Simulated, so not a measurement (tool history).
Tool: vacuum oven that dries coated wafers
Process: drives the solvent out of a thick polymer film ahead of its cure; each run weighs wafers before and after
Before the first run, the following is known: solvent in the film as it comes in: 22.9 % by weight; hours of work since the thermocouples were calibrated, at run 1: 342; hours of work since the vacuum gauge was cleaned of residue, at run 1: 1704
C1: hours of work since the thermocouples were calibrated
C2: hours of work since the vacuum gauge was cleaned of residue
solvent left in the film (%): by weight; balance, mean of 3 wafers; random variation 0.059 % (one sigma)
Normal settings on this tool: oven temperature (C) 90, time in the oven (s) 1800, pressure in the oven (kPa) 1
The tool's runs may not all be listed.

{"run": 1, "hour": 0.0, "oven temperature (C)": 90, "time in the oven (s)": 1800, "pressure in the oven (kPa)": 1, "C1": 342, "C2": 1704, "solvent left in the film (%)": 3.03}
{"run": 2, "hour": 83.7, "oven temperature (C)": 90, "time in the oven (s)": 1800, "pressure in the oven (kPa)": 1, "C1": 376, "C2": 1737, "solvent left in the film (%)": 3.13}
{"run": 3, "hour": 206.8, "oven temperature (C)": 90, "time in the oven (s)": 900, "pressure in the oven (kPa)": 1, "C1": 425, "C2": 1787, "solvent left in the film (%)": 7.25}
{"run": 4, "hour": 313.3, "oven temperature (C)": 90, "time in the oven (s)": 900, "pressure in the oven (kPa)": 1, "C1": 468, "C2": 1829, "solvent left in the film (%)": 7.31}
{"run": 5, "hour": 382.5, "oven temperature (C)": 90, "time in the oven (s)": 900, "pressure in the oven (kPa)": 1, "C1": 496, "C2": 1857, "solvent left in the film (%)": 7.38}
{"run": 6, "hour": 458.7, "oven temperature (C)": 90, "time in the oven (s)": 900, "pressure in the oven (kPa)": 1, "C1": 526, "C2": 1887, "solvent left in the film (%)": 7.26}
{"run": 7, "hour": 587.4, "oven temperature (C)": 90, "time in the oven (s)": 1800, "pressure in the oven (kPa)": 1, "C1": 578, "C2": 1939, "solvent left in the film (%)": 2.96}
{"run": 8, "hour": 687.5, "oven temperature (C)": 90, "time in the oven (s)": 1800, "pressure in the oven (kPa)": 1, "C1": 618, "C2": 1979, "solvent left in the film (%)": 2.86}
{"run": 9, "hour": 796.7, "oven temperature (C)": 90, "time in the oven (s)": 1200, "pressure in the oven (kPa)": 1, "C1": 661, "C2": 2023, "solvent left in the film (%)": 5.2}
{"run": 10, "hour": 925.0, "oven temperature (C)": 100, "time in the oven (s)": 1800, "pressure in the oven (kPa)": 1, "C1": 713, "C2": 2074, "solvent left in the film (%)": 0.75}
{"run": 11, "hour": 1047.3, "oven temperature (C)": 90, "time in the oven (s)": 1800, "pressure in the oven (kPa)": 1.71, "C1": 762, "C2": 2123, "solvent left in the film (%)": 3.02}
{"run": 12, "hour": 1101.0, "oven temperature (C)": 90, "time in the oven (s)": 1800, "pressure in the oven (kPa)": 1.71, "C1": 783, "C2": 2145, "solvent left in the film (%)": 2.96}
{"run": 13, "hour": 1208.7, "oven temperature (C)": 90, "time in the oven (s)": 1800, "pressure in the oven (kPa)": 1.71, "C1": 826, "C2": 2188, "solvent left in the film (%)": 3.04}
{"run": 14, "hour": 1281.4, "oven temperature (C)": 77, "time in the oven (s)": 1800, "pressure in the oven (kPa)": 1, "C1": 855, "C2": 2217, "solvent left in the film (%)": 7.71}
{"run": 15, "hour": 1369.2, "oven temperature (C)": 77, "time in the oven (s)": 1800, "pressure in the oven (kPa)": 1, "C1": 891, "C2": 2252, "solvent left in the film (%)": 7.73}
{"run": 16, "hour": 1467.5, "oven temperature (C)": 77, "time in the oven (s)": 1800, "pressure in the oven (kPa)": 1, "C1": 930, "C2": 2291, "solvent left in the film (%)": 7.59}
{"hour": 1478.2, "done": "vacuum gauge cleaned of residue and calibrated"}
{"run": 17, "hour": 1551.9, "oven temperature (C)": 90, "time in the oven (s)": 1800, "pressure in the oven (kPa)": 1.48, "C1": 963, "C2": 30, "solvent left in the film (%)": 2.8}
{"run": 18, "hour": 1659.3, "oven temperature (C)": 90, "time in the oven (s)": 1800, "pressure in the oven (kPa)": 1.48, "C1": 1006, "C2": 73, "solvent left in the film (%)": 2.77}
{"run": 19, "hour": 1732.6, "oven temperature (C)": 90, "time in the oven (s)": 1800, "pressure in the oven (kPa)": 1.48, "C1": 1035, "C2": 102, "solvent left in the film (%)": 2.72}
{"run": 20, "hour": 1784.8, "oven temperature (C)": 90, "time in the oven (s)": 2520, "pressure in the oven (kPa)": 1, "C1": 1056, "C2": 123, "solvent left in the film (%)": 1.44}
{"run": 21, "hour": 1889.9, "oven temperature (C)": 82, "time in the oven (s)": 1800, "pressure in the oven (kPa)": 1, "C1": 1098, "C2": 165, "solvent left in the film (%)": 5.25}
{"run": 22, "hour": 1961.8, "oven temperature (C)": 90, "time in the oven (s)": 1800, "pressure in the oven (kPa)": 1, "C1": 1127, "C2": 194, "solvent left in the film (%)": 2.64}
{"run": 23, "hour": 2057.5, "oven temperature (C)": 90, "time in the oven (s)": 1200, "pressure in the oven (kPa)": 1, "C1": 1165, "C2": 232, "solvent left in the film (%)": 4.91}
{"hour": 2069.2, "done": "oven's thermocouples calibrated"}
{"run": 24, "hour": 2173.2, "oven temperature (C)": 90, "time in the oven (s)": 1800, "pressure in the oven (kPa)": 1, "C1": 42, "C2": 277, "solvent left in the film (%)": 2.23}
{"run": 25, "hour": 2235.7, "oven temperature (C)": 103, "time in the oven (s)": 1800, "pressure in the oven (kPa)": 0.83, "C1": 67, "C2": 302, "solvent left in the film (%)": 0.4}
{"hour": 2352.3, "done": "oven's thermocouples calibrated, once more"}
{"run": 26, "hour": 2352.3, "oven temperature (C)": 103, "time in the oven (s)": 1500, "pressure in the oven (kPa)": 0.71, "C1": 0, "C2": 348, "solvent left in the film (%)": 1}
{"run": 27, "hour": 2446.6, "oven temperature (C)": 82, "time in the oven (s)": 1800, "pressure in the oven (kPa)": 1, "C1": 38, "C2": 386, "solvent left in the film (%)": 6.06}
{"run": 28, "hour": 2547.8, "oven temperature (C)": 79, "time in the oven (s)": 2640, "pressure in the oven (kPa)": 1.22, "C1": 78, "C2": 427, "solvent left in the film (%)": 4.81}
{"run": 29, "hour": 2640.4, "oven temperature (C)": 79, "time in the oven (s)": 2640, "pressure in the oven (kPa)": 1.22, "C1": 115, "C2": 464, "solvent left in the film (%)": 4.85}
{"run": 30, "hour": 2722.3, "oven temperature (C)": 103, "time in the oven (s)": 1800, "pressure in the oven (kPa)": 1, "C1": 148, "C2": 496, "solvent left in the film (%)": 0.5}
{"run": 31, "hour": 2789.9, "oven temperature (C)": 103, "time in the oven (s)": 1800, "pressure in the oven (kPa)": 1, "C1": 175, "C2": 524, "solvent left in the film (%)": 0.58}
{"run": 32, "hour": 2851.8, "oven temperature (C)": 90, "time in the oven (s)": 2280, "pressure in the oven (kPa)": 1, "C1": 200, "C2": 548, "solvent left in the film (%)": 1.9}
{"run": 33, "hour": 2970.9, "oven temperature (C)": 88, "time in the oven (s)": 1800, "pressure in the oven (kPa)": 1, "C1": 248, "C2": 596, "solvent left in the film (%)": 3.77}
{"run": 34, "hour": 3049.6, "oven temperature (C)": 95, "time in the oven (s)": 1800, "pressure in the oven (kPa)": 1, "C1": 279, "C2": 627, "solvent left in the film (%)": 1.82}
{"run": 35, "hour": 3110.6, "oven temperature (C)": 85, "time in the oven (s)": 1740, "pressure in the oven (kPa)": 0.51, "C1": 304, "C2": 652, "solvent left in the film (%)": 4.84}
{"run": 36, "hour": 3221.2, "oven temperature (C)": 76, "time in the oven (s)": 1260, "pressure in the oven (kPa)": 0.7, "C1": 348, "C2": 696, "solvent left in the film (%)": 10.36}
{"run": 37, "hour": 3329.8, "oven temperature (C)": 76, "time in the oven (s)": 1260, "pressure in the oven (kPa)": 0.7, "C1": 391, "C2": 740, "solvent left in the film (%)": 10.35}
{"run": 38, "hour": 3437.7, "oven temperature (C)": 92, "time in the oven (s)": 1320, "pressure in the oven (kPa)": 0.76, "C1": 435, "C2": 783, "solvent left in the film (%)": 4.09}
{"run": 39, "hour": 3526.7, "oven temperature (C)": 89, "time in the oven (s)": 1800, "pressure in the oven (kPa)": 1, "C1": 470, "C2": 819, "solvent left in the film (%)": 3.29}
{"run": 40, "hour": 3653.8, "oven temperature (C)": 90, "time in the oven (s)": 1860, "pressure in the oven (kPa)": 1, "C1": 521, "C2": 869, "solvent left in the film (%)": 2.82}
{"run": 41, "hour": 3776.8, "oven temperature (C)": 90, "time in the oven (s)": 1860, "pressure in the oven (kPa)": 1, "C1": 570, "C2": 919, "solvent left in the film (%)": 2.82}
{"run": 42, "hour": 3900.3, "oven temperature (C)": 90, "time in the oven (s)": 1860, "pressure in the oven (kPa)": 1, "C1": 620, "C2": 968, "solvent left in the film (%)": 2.67}
{"run": 43, "hour": 3961.4, "oven temperature (C)": 91, "time in the oven (s)": 1860, "pressure in the oven (kPa)": 0.8, "C1": 644, "C2": 993, "solvent left in the film (%)": 2.47}
{"run": 44, "hour": 4029.9, "oven temperature (C)": 82, "time in the oven (s)": 1800, "pressure in the oven (kPa)": 1, "C1": 672, "C2": 1020, "solvent left in the film (%)": 5.7}
{"run": 45, "hour": 4107.4, "oven temperature (C)": 82, "time in the oven (s)": 1800, "pressure in the oven (kPa)": 1, "C1": 703, "C2": 1051, "solvent left in the film (%)": 5.67}
{"run": 46, "hour": 4221.4, "oven temperature (C)": 93, "time in the oven (s)": 2760, "pressure in the oven (kPa)": 1, "C1": 748, "C2": 1097, "solvent left in the film (%)": 0.69}
{"run": 47, "hour": 4341.9, "oven temperature (C)": 100, "time in the oven (s)": 1920, "pressure in the oven (kPa)": 1.2, "C1": 797, "C2": 1145, "solvent left in the film (%)": 0.6}

Alternative continuations, all from the tool just after run 47; predict every row:
{"run": "A", "hour": 4427.3, "oven temperature (C)": 98, "time in the oven (s)": 1800, "pressure in the oven (kPa)": 1.1, "C1": 831, "C2": 1179, "solvent left in the film (%)": "?"}
{"run": "B", "hour": 4427.3, "oven temperature (C)": 83, "time in the oven (s)": 3180, "pressure in the oven (kPa)": 0.79, "C1": 831, "C2": 1179, "solvent left in the film (%)": "?"}
{"run": "C", "hour": 4427.3, "oven temperature (C)": 98, "time in the oven (s)": 1920, "pressure in the oven (kPa)": 2.8, "C1": 831, "C2": 1179, "solvent left in the film (%)": "?"}

run=A solvent_left_in_the_film_(%)=1.01
run=B solvent_left_in_the_film_(%)=2.07
run=C solvent_left_in_the_film_(%)=1.2
Without the tool's unlogged condition, the same runs would have read:
run=A solvent_left_in_the_film_(%)=1.16
run=B solvent_left_in_the_film_(%)=2.34
run=C solvent_left_in_the_film_(%)=1.35

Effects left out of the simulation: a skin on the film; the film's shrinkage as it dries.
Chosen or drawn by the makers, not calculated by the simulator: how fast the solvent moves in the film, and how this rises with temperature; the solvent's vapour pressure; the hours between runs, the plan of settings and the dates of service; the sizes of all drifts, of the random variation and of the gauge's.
